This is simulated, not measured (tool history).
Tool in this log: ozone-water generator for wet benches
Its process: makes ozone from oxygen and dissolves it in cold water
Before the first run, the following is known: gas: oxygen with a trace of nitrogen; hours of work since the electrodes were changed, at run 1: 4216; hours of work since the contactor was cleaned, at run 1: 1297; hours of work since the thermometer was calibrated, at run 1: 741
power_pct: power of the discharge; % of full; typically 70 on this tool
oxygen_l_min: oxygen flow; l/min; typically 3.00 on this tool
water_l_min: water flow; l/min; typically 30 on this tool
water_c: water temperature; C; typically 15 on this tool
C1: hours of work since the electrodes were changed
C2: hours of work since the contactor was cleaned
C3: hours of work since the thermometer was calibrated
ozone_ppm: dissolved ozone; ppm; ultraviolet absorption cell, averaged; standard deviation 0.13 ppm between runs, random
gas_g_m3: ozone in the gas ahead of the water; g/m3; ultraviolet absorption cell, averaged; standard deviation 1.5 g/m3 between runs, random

Run 1, hour 0.0: usual settings; C1 4216; C2 1297; C3 741. Result: ozone_ppm 12.8 ppm, gas_g_m3 274.6 g/m3.
Run 2, hour 74.9: usual settings but oxygen_l_min 2.56 l/min; C1 4274; C2 1356; C3 800. Result: ozone_ppm 12.6 ppm, gas_g_m3 299.9 g/m3.
Run 3, hour 194.4: usual settings but oxygen_l_min 2.56 l/min; C1 4368; C2 1449; C3 893. Result: ozone_ppm 12.3 ppm, gas_g_m3 300.0 g/m3.
Run 4, hour 264.3: usual settings but oxygen_l_min 2.56 l/min; C1 4422; C2 1504; C3 948. Result: ozone_ppm 12.2 ppm, gas_g_m3 297.3 g/m3.
Run 5, hour 389.2: usual settings but water_l_min 27 l/min; C1 4520; C2 1602; C3 1046. Result: ozone_ppm 14.3 ppm, gas_g_m3 272.4 g/m3.
Run 6, hour 522.3: usual settings; C1 4624; C2 1706; C3 1150. Result: ozone_ppm 12.4 ppm, gas_g_m3 274.0 g/m3.
Run 7, hour 662.4: usual settings; C1 4734; C2 1816; C3 1260. Result: ozone_ppm 12.7 ppm, gas_g_m3 273.5 g/m3.
Run 8, hour 764.7: usual settings; C1 4814; C2 1896; C3 1340. Result: ozone_ppm 12.7 ppm, gas_g_m3 271.2 g/m3.
Run 9, hour 840.2: usual settings; C1 4873; C2 1955; C3 1399. Result: ozone_ppm 12.7 ppm, gas_g_m3 272.6 g/m3.
Run 10, hour 984.8: usual settings; C1 4987; C2 2068; C3 1512. Result: ozone_ppm 12.6 ppm, gas_g_m3 270.2 g/m3.
Run 11, hour 1152.9: usual settings but oxygen_l_min 3.52 l/min; C1 5118; C2 2200; C3 1644. Result: ozone_ppm 13.1 ppm, gas_g_m3 250.1 g/m3.
Run 12, hour 1262.7: usual settings but oxygen_l_min 3.52 l/min; C1 5204; C2 2286; C3 1730. Result: ozone_ppm 12.8 ppm, gas_g_m3 248.7 g/m3.
Run 13, hour 1335.5: usual settings but water_l_min 32 l/min; C1 5261; C2 2343; C3 1787. Result: ozone_ppm 11.5 ppm, gas_g_m3 272.3 g/m3.
Run 14, hour 1406.3: usual settings but water_l_min 32 l/min; C1 5317; C2 2398; C3 1842. Result: ozone_ppm 11.5 ppm, gas_g_m3 271.3 g/m3.
Run 15, hour 1545.7: usual settings but oxygen_l_min 1.89 l/min, water_l_min 22 l/min; C1 5426; C2 2507; C3 1951. Result: ozone_ppm 16.6 ppm, gas_g_m3 350.2 g/m3.
Run 16, hour 1629.3: usual settings but power_pct 63 % of full, oxygen_l_min 1.89 l/min, water_l_min 22 l/min; C1 5491; C2 2573; C3 2017. Result: ozone_ppm 15.9 ppm, gas_g_m3 334.9 g/m3.
Run 17, hour 1776.9: usual settings but power_pct 67 % of full, oxygen_l_min 1.89 l/min, water_l_min 22 l/min, water_c 7 C; C1 5607; C2 2688; C3 2132. Result: ozone_ppm 17.3 ppm, gas_g_m3 344.9 g/m3.
Run 18, hour 1923.0: usual settings but power_pct 74 % of full, oxygen_l_min 1.89 l/min, water_l_min 22 l/min, water_c 7 C; C1 5721; C2 2803; C3 2247. Result: ozone_ppm 18.0 ppm, gas_g_m3 363.2 g/m3.
Run 19, hour 2028.5: usual settings but power_pct 59 % of full, water_c 18 C; C1 5804; C2 2885; C3 2329. Result: ozone_ppm 11.5 ppm, gas_g_m3 243.0 g/m3.
Run 20, hour 2104.7: usual settings but water_l_min 33 l/min; C1 5863; C2 2945; C3 2389. Result: ozone_ppm 11.3 ppm, gas_g_m3 270.2 g/m3.
Run 21, hour 2187.8: usual settings but water_l_min 46 l/min; C1 5928; C2 3010; C3 2454. Result: ozone_ppm 7.2 ppm, gas_g_m3 268.6 g/m3.
Run 22, hour 2303.6: usual settings but water_l_min 46 l/min; C1 6019; C2 3101; C3 2545. Result: ozone_ppm 7.3 ppm, gas_g_m3 268.4 g/m3.
Run 23, hour 2439.9: usual settings but water_l_min 46 l/min; C1 6126; C2 3208; C3 2652. Result: ozone_ppm 7.1 ppm, gas_g_m3 270.4 g/m3.
Run 24, hour 2596.7: usual settings but oxygen_l_min 4.74 l/min, water_c 12 C; C1 6249; C2 3330; C3 2774. Result: ozone_ppm 14.4 ppm, gas_g_m3 207.7 g/m3.
Run 25, hour 2727.5: usual settings but oxygen_l_min 4.74 l/min, water_l_min 38 l/min, water_c 12 C; C1 6351; C2 3433; C3 2877. Result: ozone_ppm 10.9 ppm, gas_g_m3 206.0 g/m3.

Selected run-to-run steps in gas_g_m3, each split into two signed amounts: the part the tool would show with no hidden state at all (from settings, incoming material and random variation), and the remainder, which goes to the hidden state together with any gauge scatter not common to the measured and the hidden-state-free results:
The tool's hidden condition here consists of: yield of the discharge, % of new electrodes'; contactor's efficiency, % of a clean one's; true water temperature over the reading, C; drift of the gauge itself on ozone_ppm, %; drift of the gauge itself on gas_g_m3, %.
Run 14 -> 15: oxygen_l_min 3.00 -> 1.89, water_l_min 32 -> 22. gas_g_m3 +78.9 g/m3: hidden state -1.4, all else +80.3.
Run 18 -> 19: power_pct 74 -> 59, oxygen_l_min 1.89 -> 3.00, water_l_min 22 -> 30, water_c 7 -> 18. gas_g_m3 -120.2 g/m3: hidden state +1.8, all else -122.0.

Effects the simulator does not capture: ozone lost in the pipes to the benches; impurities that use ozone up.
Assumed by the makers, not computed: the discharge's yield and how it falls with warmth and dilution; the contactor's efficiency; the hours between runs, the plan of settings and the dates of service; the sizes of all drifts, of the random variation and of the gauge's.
